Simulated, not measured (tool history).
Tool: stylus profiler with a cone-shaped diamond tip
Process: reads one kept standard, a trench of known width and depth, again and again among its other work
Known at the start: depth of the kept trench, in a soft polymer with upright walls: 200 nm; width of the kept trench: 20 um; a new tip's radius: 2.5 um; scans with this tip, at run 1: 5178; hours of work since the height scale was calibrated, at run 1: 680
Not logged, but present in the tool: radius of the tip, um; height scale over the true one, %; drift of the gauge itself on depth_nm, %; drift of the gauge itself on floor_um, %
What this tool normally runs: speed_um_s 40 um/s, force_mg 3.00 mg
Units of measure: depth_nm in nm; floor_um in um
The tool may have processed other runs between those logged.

| run | hour | speed_um_s | force_mg | scans with this tip | hours of work since the height scale was calibrated | depth_nm | floor_um |
|---|---|---|---|---|---|---|---|
| 1 | 0.0 | 40 | 3.00 | 5178 | 680 | 202.61 | 17.51 |
| 2 | 37.6 | 40 | 3.00 | 5345 | 702 | 202.57 | 17.41 |
| 3 | 56.1 | 40 | 3.00 | 5426 | 713 | 202.58 | 17.41 |
| 4 | 79.3 | 40 | 6.25 | 5530 | 727 | 204.35 | 17.50 |
| 5 | 112.1 | 18 | 3.00 | 5675 | 746 | 202.55 | 17.47 |
| 6 | 130.6 | 29 | 3.00 | 5757 | 757 | 202.53 | 17.47 |
| 7 | 153.3 | 40 | 3.00 | 5858 | 770 | 202.52 | 17.43 |
| 8 | 172.7 | 40 | 3.00 | 5944 | 781 | 202.54 | 17.38 |
| 9 | 206.0 | 40 | 1.70 | 6092 | 801 | 201.67 | 17.33 |
| 10 | 238.5 | 40 | 1.07 | 6236 | 820 | 201.12 | 17.24 |
|  | 250.0 | height scale calibrated on a step standard |
| 11 | 260.2 | 18 | 1.07 | 6330 | 6 | 201.42 | 17.41 |
| 12 | 295.6 | 40 | 3.00 | 6487 | 27 | 202.82 | 17.37 |
| 13 | 312.1 | 40 | 3.00 | 6560 | 36 | 202.79 | 17.33 |
| 14 | 334.9 | 40 | 3.00 | 6662 | 50 | 202.80 | 17.39 |
| 15 | 373.8 | 40 | 3.00 | 6834 | 72 | 202.76 | 17.33 |
| 16 | 405.8 | 40 | 2.83 | 6976 | 91 | 202.68 | 17.25 |
| 17 | 437.6 | 40 | 2.83 | 7118 | 109 | 202.64 | 17.36 |
| 18 | 469.8 | 40 | 2.83 | 7260 | 128 | 202.65 | 17.33 |
| 19 | 502.4 | 40 | 2.93 | 7405 | 147 | 202.72 | 17.29 |
| 20 | 539.3 | 40 | 2.93 | 7569 | 169 | 202.67 | 17.25 |
| 21 | 567.7 | 40 | 2.93 | 7695 | 185 | 202.69 | 17.27 |
| 22 | 599.1 | 128 | 3.00 | 7834 | 204 | 202.74 | 16.95 |
| 23 | 635.8 | 40 | 4.17 | 7997 | 225 | 203.40 | 17.30 |
| 24 | 661.6 | 40 | 4.17 | 8112 | 240 | 203.38 | 17.31 |
| 25 | 679.9 | 40 | 4.17 | 8193 | 251 | 203.40 | 17.28 |
| 26 | 719.5 | 35 | 2.51 | 8368 | 274 | 202.39 | 17.20 |
| 27 | 748.7 | 35 | 2.51 | 8498 | 291 | 202.36 | 17.27 |
| 28 | 784.6 | 12 | 7.28 | 8657 | 312 | 204.97 | 17.34 |
| 29 | 802.4 | 55 | 8.73 | 8737 | 322 | 205.62 | 17.20 |
| 30 | 828.3 | 25 | 8.95 | 8851 | 337 | 205.68 | 17.27 |
| 31 | 849.3 | 25 | 7.78 | 8944 | 350 | 205.17 | 17.23 |
| 32 | 886.9 | 70 | 8.00 | 9111 | 371 | 205.27 | 17.18 |
| 33 | 908.8 | 16 | 4.73 | 9208 | 384 | 203.64 | 17.24 |
| 34 | 934.0 | 23 | 1.75 | 9321 | 399 | 201.80 | 17.17 |
| 35 | 963.2 | 23 | 4.32 | 9450 | 416 | 203.43 | 17.24 |
| 36 | 993.7 | 23 | 4.32 | 9585 | 434 | 203.40 | 17.16 |
| 37 | 1029.2 | 34 | 6.30 | 9743 | 454 | 204.42 | 17.20 |
| 38 | 1065.0 | 26 | 6.05 | 9902 | 475 | 204.27 | 17.19 |
| 39 | 1092.2 | 26 | 6.05 | 10022 | 491 | 204.30 | 17.20 |
| 40 | 1114.9 | 56 | 4.35 | 10123 | 504 | 203.40 | 17.11 |
| 41 | 1140.0 | 81 | 2.29 | 10234 | 519 | 202.14 | 16.92 |
| 42 | 1171.5 | 12 | 4.07 | 10374 | 537 | 203.19 | 17.18 |
| 43 | 1209.1 | 12 | 4.07 | 10541 | 559 | 203.20 | 17.22 |
| 44 | 1239.9 | 61 | 4.70 | 10678 | 577 | 203.56 | 17.04 |
| 45 | 1256.7 | 15 | 4.14 | 10753 | 587 | 203.23 | 17.20 |
| 46 | 1276.9 | 14 | 4.14 | 10842 | 599 | 203.26 | 17.13 |

Some steps in depth_nm between neighbouring runs. How much of each would the tool show without its hidden state too (settings, what came in, random variation), and how much is left for the hidden state, with any gauge scatter that isn't in both results?
Run 4 -> 5: speed_um_s 40 -> 18, force_mg 6.25 -> 3.00. depth_nm -1.80 nm: hidden state +0.00, all else -1.80.
Run 10 -> 11: speed_um_s 40 -> 18, height scale calibrated on a step standard. depth_nm +0.30 nm: hidden state +0.29, all else +0.01.
Run 14 -> 15: settings left as they were, no log entry in between. depth_nm -0.04 nm: hidden state -0.02, all else -0.02.
Run 27 -> 28: speed_um_s 35 -> 12, force_mg 2.51 -> 7.28. depth_nm +2.61 nm: hidden state -0.02, all else +2.63.
Run 33 -> 34: speed_um_s 16 -> 23, force_mg 4.73 -> 1.75. depth_nm -1.84 nm: hidden state -0.01, all else -1.83.
